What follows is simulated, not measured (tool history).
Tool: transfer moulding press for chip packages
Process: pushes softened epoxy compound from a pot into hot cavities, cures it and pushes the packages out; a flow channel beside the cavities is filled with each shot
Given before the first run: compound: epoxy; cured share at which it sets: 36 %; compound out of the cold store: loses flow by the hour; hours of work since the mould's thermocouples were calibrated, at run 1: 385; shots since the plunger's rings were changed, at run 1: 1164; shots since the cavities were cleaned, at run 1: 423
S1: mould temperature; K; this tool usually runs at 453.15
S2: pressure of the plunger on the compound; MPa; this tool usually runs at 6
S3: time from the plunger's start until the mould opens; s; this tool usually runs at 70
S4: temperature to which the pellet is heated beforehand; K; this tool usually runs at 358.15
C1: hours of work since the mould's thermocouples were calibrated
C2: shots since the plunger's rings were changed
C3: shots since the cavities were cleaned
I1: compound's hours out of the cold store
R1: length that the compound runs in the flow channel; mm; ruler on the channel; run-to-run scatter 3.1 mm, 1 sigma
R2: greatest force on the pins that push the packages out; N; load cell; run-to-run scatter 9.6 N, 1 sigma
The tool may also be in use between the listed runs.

run 1 hour=0 | S1=453.15 S2=6 S3=70 S4=358.15 | C1=385 C2=1164 C3=423 | I1=18.7 | R1=653 R2=707
-- hour=20.9 cavities cleaned with cleaning compound and waxed
run 2 hour=29.7 | S1=453.15 S2=6 S3=70 S4=358.15 | C1=406 C2=1680 C3=161 | I1=8.4 | R1=686 R2=584
run 3 hour=56.8 | S1=453.15 S2=6 S3=77 S4=358.15 | C1=426 C2=2174 C3=655 | I1=11.9 | R1=673 R2=665
-- hour=64.2 cavities cleaned with cleaning compound and waxed
run 4 hour=71 | S1=453.15 S2=6 S3=77 S4=358.15 | C1=435 C2=2406 C3=123 | I1=31 | R1=616 R2=464
-- hour=74.1 mould's thermocouples calibrated
run 5 hour=87.7 | S1=453.15 S2=6 S3=77 S4=358.15 | C1=10 C2=2675 C3=392 | I1=20.7 | R1=640 R2=607
run 6 hour=106.4 | S1=453.15 S2=6 S3=70 S4=358.15 | C1=24 C2=3018 C3=735 | I1=42.8 | R1=582 R2=718
-- hour=110.6 cavities cleaned with cleaning compound and waxed
run 7 hour=126 | S1=453.15 S2=6.13 S3=70 S4=358.15 | C1=37 C2=3348 C3=282 | I1=33.3 | R1=609 R2=599
-- hour=149.5 mould's thermocouples calibrated, once more
-- hour=156.6 cavities cleaned with cleaning compound and waxed
run 8 hour=158.1 | S1=446.15 S2=5.11 S3=70 S4=357.15 | C1=5 C2=3871 C3=27 | I1=35.7 | R1=558 R2=708
run 9 hour=171.7 | S1=446.15 S2=5.11 S3=70 S4=357.15 | C1=15 C2=4119 C3=275 | I1=17.2 | R1=601 R2=957
run 10 hour=190 | S1=450.15 S2=5.11 S3=89 S4=355.15 | C1=28 C2=4454 C3=610 | I1=36.6 | R1=550 R2=624
-- hour=199.7 cavities cleaned with cleaning compound and waxed
run 11 hour=218.9 | S1=453.15 S2=6 S3=89 S4=358.15 | C1=48 C2=4956 C3=353 | I1=41 | R1=570 R2=519
run 12 hour=235.9 | S1=453.15 S2=6.11 S3=89 S4=358.15 | C1=61 C2=5265 C3=662 | I1=18 | R1=634 R2=568
-- hour=242.6 cavities cleaned with cleaning compound and waxed
-- hour=249.2 plunger's sealing rings changed
run 13 hour=258.6 | S1=447.15 S2=7.39 S3=62 S4=361.15 | C1=74 C2=171 C3=247 | I1=41.4 | R1=679 R2=1062
run 14 hour=273.9 | S1=447.15 S2=4.98 S3=94 S4=363.15 | C1=86 C2=452 C3=528 | I1=40.8 | R1=557 R2=584

Alternative continuations, all from the tool just after run 14; predict every row:
-- hour=289.1 cavities cleaned with cleaning compound and waxed
run A hour=303.6 | S1=453.15 S2=6 S3=70 S4=362.15 | C1=106 C2=967 C3=266 | I1=35.5 | R1=? R2=?
-- hour=289.1 cavities cleaned with cleaning compound and waxed
run B hour=303.6 | S1=449.15 S2=4.98 S3=94 S4=363.15 | C1=106 C2=967 C3=266 | I1=12.2 | R1=? R2=?
-- hour=289.1 cavities cleaned with cleaning compound and waxed
run C hour=303.6 | S1=453.15 S2=5.79 S3=70 S4=358.15 | C1=106 C2=967 C3=266 | I1=20.7 | R1=? R2=?
-- hour=289.1 cavities cleaned with cleaning compound and waxed
run D hour=303.6 | S1=447.15 S2=7.43 S3=51 S4=356.15 | C1=106 C2=967 C3=266 | I1=22.5 | R1=? R2=?

run=A R1=610 R2=585
run=B R1=631 R2=505
run=C R1=642 R2=614
run=D R1=733 R2=1778
Without the tool's unlogged condition, the same runs would have read:
run=A R1=616 R2=421
run=B R1=637 R2=364
run=C R1=649 R2=441
run=D R1=740 R2=1279
